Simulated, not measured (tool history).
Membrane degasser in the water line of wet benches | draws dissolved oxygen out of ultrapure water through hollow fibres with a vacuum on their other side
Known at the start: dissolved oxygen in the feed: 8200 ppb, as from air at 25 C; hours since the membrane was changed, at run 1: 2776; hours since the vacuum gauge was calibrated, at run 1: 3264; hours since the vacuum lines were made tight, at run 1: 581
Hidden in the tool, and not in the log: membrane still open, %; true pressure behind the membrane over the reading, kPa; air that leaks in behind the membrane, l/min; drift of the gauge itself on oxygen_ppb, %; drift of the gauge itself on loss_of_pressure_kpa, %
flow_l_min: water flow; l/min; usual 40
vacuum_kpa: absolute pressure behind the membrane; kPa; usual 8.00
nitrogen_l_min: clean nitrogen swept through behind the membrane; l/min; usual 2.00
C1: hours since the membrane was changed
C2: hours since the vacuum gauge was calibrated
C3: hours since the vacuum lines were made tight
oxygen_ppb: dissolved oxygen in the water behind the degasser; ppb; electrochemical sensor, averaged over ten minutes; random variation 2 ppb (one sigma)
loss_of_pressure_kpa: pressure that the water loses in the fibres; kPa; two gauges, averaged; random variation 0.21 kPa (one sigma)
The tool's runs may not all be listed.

run 1 day=0.000 | flow_l_min=40 vacuum_kpa=8.00 nitrogen_l_min=2.00 | C1=2776 C2=3264 C3=581 | oxygen_ppb=215.2 loss_of_pressure_kpa=48.97
run 2 day=14.454 | flow_l_min=40 vacuum_kpa=8.00 nitrogen_l_min=2.00 | C1=3123 C2=3611 C3=928 | oxygen_ppb=218.2 loss_of_pressure_kpa=48.80
run 3 day=22.021 | flow_l_min=34 vacuum_kpa=8.00 nitrogen_l_min=2.00 | C1=3304 C2=3792 C3=1109 | oxygen_ppb=188.1 loss_of_pressure_kpa=41.46
run 4 day=31.433 | flow_l_min=40 vacuum_kpa=8.00 nitrogen_l_min=2.00 | C1=3530 C2=4018 C3=1335 | oxygen_ppb=217.7 loss_of_pressure_kpa=48.90
-- day=36.125 vacuum gauge calibrated
run 5 day=45.562 | flow_l_min=40 vacuum_kpa=8.00 nitrogen_l_min=2.00 | C1=3869 C2=227 C3=1674 | oxygen_ppb=215.4 loss_of_pressure_kpa=49.04
run 6 day=58.142 | flow_l_min=40 vacuum_kpa=6.57 nitrogen_l_min=2.00 | C1=4171 C2=528 C3=1976 | oxygen_ppb=158.4 loss_of_pressure_kpa=49.17
run 7 day=66.312 | flow_l_min=40 vacuum_kpa=6.57 nitrogen_l_min=2.00 | C1=4367 C2=724 C3=2172 | oxygen_ppb=155.4 loss_of_pressure_kpa=48.94
run 8 day=73.338 | flow_l_min=29 vacuum_kpa=8.00 nitrogen_l_min=2.00 | C1=4535 C2=893 C3=2340 | oxygen_ppb=162.9 loss_of_pressure_kpa=35.71
run 9 day=83.654 | flow_l_min=40 vacuum_kpa=10.75 nitrogen_l_min=2.00 | C1=4783 C2=1141 C3=2588 | oxygen_ppb=333.3 loss_of_pressure_kpa=48.94
run 10 day=94.796 | flow_l_min=40 vacuum_kpa=10.75 nitrogen_l_min=2.00 | C1=5050 C2=1408 C3=2855 | oxygen_ppb=332.7 loss_of_pressure_kpa=48.86
run 11 day=105.483 | flow_l_min=54 vacuum_kpa=8.00 nitrogen_l_min=2.00 | C1=5307 C2=1665 C3=3112 | oxygen_ppb=303.3 loss_of_pressure_kpa=66.16
run 12 day=116.908 | flow_l_min=54 vacuum_kpa=8.00 nitrogen_l_min=2.00 | C1=5581 C2=1939 C3=3386 | oxygen_ppb=298.7 loss_of_pressure_kpa=66.06
run 13 day=126.933 | flow_l_min=34 vacuum_kpa=8.00 nitrogen_l_min=2.00 | C1=5822 C2=2179 C3=3627 | oxygen_ppb=188.7 loss_of_pressure_kpa=41.90
run 14 day=139.588 | flow_l_min=34 vacuum_kpa=8.00 nitrogen_l_min=2.00 | C1=6125 C2=2483 C3=3930 | oxygen_ppb=186.0 loss_of_pressure_kpa=41.39
run 15 day=147.279 | flow_l_min=34 vacuum_kpa=8.00 nitrogen_l_min=2.00 | C1=6310 C2=2668 C3=4115 | oxygen_ppb=186.2 loss_of_pressure_kpa=41.81
run 16 day=158.929 | flow_l_min=34 vacuum_kpa=8.00 nitrogen_l_min=2.00 | C1=6590 C2=2947 C3=4394 | oxygen_ppb=184.1 loss_of_pressure_kpa=41.82
run 17 day=173.658 | flow_l_min=34 vacuum_kpa=8.00 nitrogen_l_min=2.00 | C1=6943 C2=3301 C3=4748 | oxygen_ppb=185.1 loss_of_pressure_kpa=41.77
run 18 day=179.871 | flow_l_min=34 vacuum_kpa=8.00 nitrogen_l_min=2.00 | C1=7092 C2=3450 C3=4897 | oxygen_ppb=186.6 loss_of_pressure_kpa=41.88
run 19 day=189.004 | flow_l_min=40 vacuum_kpa=10.60 nitrogen_l_min=2.00 | C1=7311 C2=3669 C3=5116 | oxygen_ppb=323.7 loss_of_pressure_kpa=48.97
run 20 day=202.071 | flow_l_min=37 vacuum_kpa=12.91 nitrogen_l_min=2.08 | C1=7625 C2=3983 C3=5430 | oxygen_ppb=376.5 loss_of_pressure_kpa=45.32
-- day=207.954 vacuum gauge calibrated
run 21 day=213.242 | flow_l_min=25 vacuum_kpa=8.00 nitrogen_l_min=1.21 | C1=7892 C2=127 C3=5697 | oxygen_ppb=219.6 loss_of_pressure_kpa=30.56
run 22 day=228.217 | flow_l_min=50 vacuum_kpa=8.00 nitrogen_l_min=0.91 | C1=8252 C2=486 C3=6057 | oxygen_ppb=486.4 loss_of_pressure_kpa=61.50

The next listed run, before its measurement:
run 23 day=240.754 | flow_l_min=61 vacuum_kpa=6.68 nitrogen_l_min=0.81 | C1=8553 C2=787 C3=6358 | oxygen_ppb=? loss_of_pressure_kpa=?

oxygen_ppb: 473.5 ppb
loss_of_pressure_kpa: 75.63 kPa
Without the tool's hidden state the same run would have given oxygen_ppb 473.2 ppb, loss_of_pressure_kpa 75.55 kPa.
